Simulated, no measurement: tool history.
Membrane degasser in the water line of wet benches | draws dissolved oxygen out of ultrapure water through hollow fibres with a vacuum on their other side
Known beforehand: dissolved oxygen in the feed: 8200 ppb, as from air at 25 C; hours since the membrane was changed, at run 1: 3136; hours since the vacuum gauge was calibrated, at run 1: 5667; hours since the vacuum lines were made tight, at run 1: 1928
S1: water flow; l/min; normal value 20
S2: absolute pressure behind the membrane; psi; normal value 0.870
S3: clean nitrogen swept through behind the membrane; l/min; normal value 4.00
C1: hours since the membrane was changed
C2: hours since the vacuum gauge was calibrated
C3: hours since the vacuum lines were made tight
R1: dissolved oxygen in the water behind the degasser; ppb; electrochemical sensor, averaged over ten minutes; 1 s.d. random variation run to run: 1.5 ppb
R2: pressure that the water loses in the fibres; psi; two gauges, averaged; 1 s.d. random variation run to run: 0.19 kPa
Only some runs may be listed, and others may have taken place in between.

run    hour  S1     S2    S3    C1    C2    C3     R1     R2
  1     0.0  20  0.870  4.00  3136  5667  1928  146.3  6.013
  2    70.4  20  0.870  4.00  3206  5738  1998  144.8  6.092
      139.9  -- vacuum gauge calibrated
  3   161.7  20  0.870  4.00  3297    22  2089  145.2  6.007
  4   254.3  20  0.870  4.00  3390   114  2181  146.4  6.070
  5   297.6  20  0.870  4.00  3433   158  2225  142.6  6.057
  6   371.4  20  0.870  4.00  3507   231  2299  143.9  6.094
  7   428.7  20  2.022  4.00  3564   289  2356  238.1  6.079
  8   524.1  20  2.022  4.00  3660   384  2451  235.5  6.096
  9   622.1  20  2.022  2.14  3758   482  2549  337.2  6.119
 10   703.7  20  2.022  2.14  3839   564  2631  338.9  6.094
 11   756.0  20  2.022  2.14  3892   616  2683  335.8  6.079
 12   802.2  20  1.211  4.00  3938   662  2729  172.0  6.160
 13   885.4  20  1.211  4.00  4021   745  2813  169.6  6.067
 14   976.7  20  0.870  4.00  4112   837  2904  143.1  6.092
 15  1042.0  20  0.870  4.00  4178   902  2969  146.9  6.050
 16  1099.1  17  0.870  4.00  4235   959  3026  101.4  5.203
 17  1192.8  17  0.870  4.00  4328  1053  3120  100.1  5.182
 18  1260.6  21  1.033  4.00  4396  1121  3188  176.7  6.425
 19  1358.2  21  1.033  4.00  4494  1218  3285  173.7  6.444
 20  1437.5  16  1.033  2.89  4573  1298  3365  112.2  4.923
 21  1511.1  16  1.033  2.89  4647  1371  3438  114.1  4.921
 22  1599.0  16  1.545  7.74  4735  1459  3526   99.8  4.920
 23  1664.5  20  1.474  3.40  4800  1525  3592  205.8  6.116
 24  1742.7  20  0.924  3.40  4878  1603  3670  155.9  6.182
     1781.0  -- gauge calibrated
 25  1798.3  20  0.950  4.00  4934  1658  3725  151.7  6.019
 26  1893.3  20  0.950  4.00  5029  1753  3820  150.5  6.048
 27  1942.1  18  0.969  4.00  5078  1802  3869  121.3  5.466
 28  2020.8  18  0.969  4.00  5156  1881  3948  119.1  5.440
 29  2098.7  22  1.693  2.02  5234  1959  4026  344.9  6.660
 30  2149.0  22  0.847  2.02  5285  2009  4076  202.8  6.689
 31  2218.0  22  0.847  2.02  5354  2078  4145  206.6  6.656

Alternative continuations, all from the tool just after run 31; predict every row:
  A  2303.7  20  0.676   1.73  5439  2164  4231   ?   ?
  B  2303.7  25  1.363  10.40  5439  2164  4231   ?   ?
  C  2303.7  17  0.870   4.02  5439  2164  4231   ?   ?
  D  2303.7  17  0.648   3.05  5439  2164  4231   ?   ?
  E  2303.7  15  0.847   2.02  5439  2164  4231   ?   ?

run     R1     R2
  A  148.5  6.041
  B  224.4  7.648
  C  102.8  5.175
  D   89.0  5.129
  E   95.4  4.541
Take away the tool's hidden state, keep each run's random variation, and the runs would have read:
run     R1     R2
  A  148.0  5.989
  B  223.7  7.583
  C  102.4  5.131
  D   88.6  5.085
  E   95.1  4.502

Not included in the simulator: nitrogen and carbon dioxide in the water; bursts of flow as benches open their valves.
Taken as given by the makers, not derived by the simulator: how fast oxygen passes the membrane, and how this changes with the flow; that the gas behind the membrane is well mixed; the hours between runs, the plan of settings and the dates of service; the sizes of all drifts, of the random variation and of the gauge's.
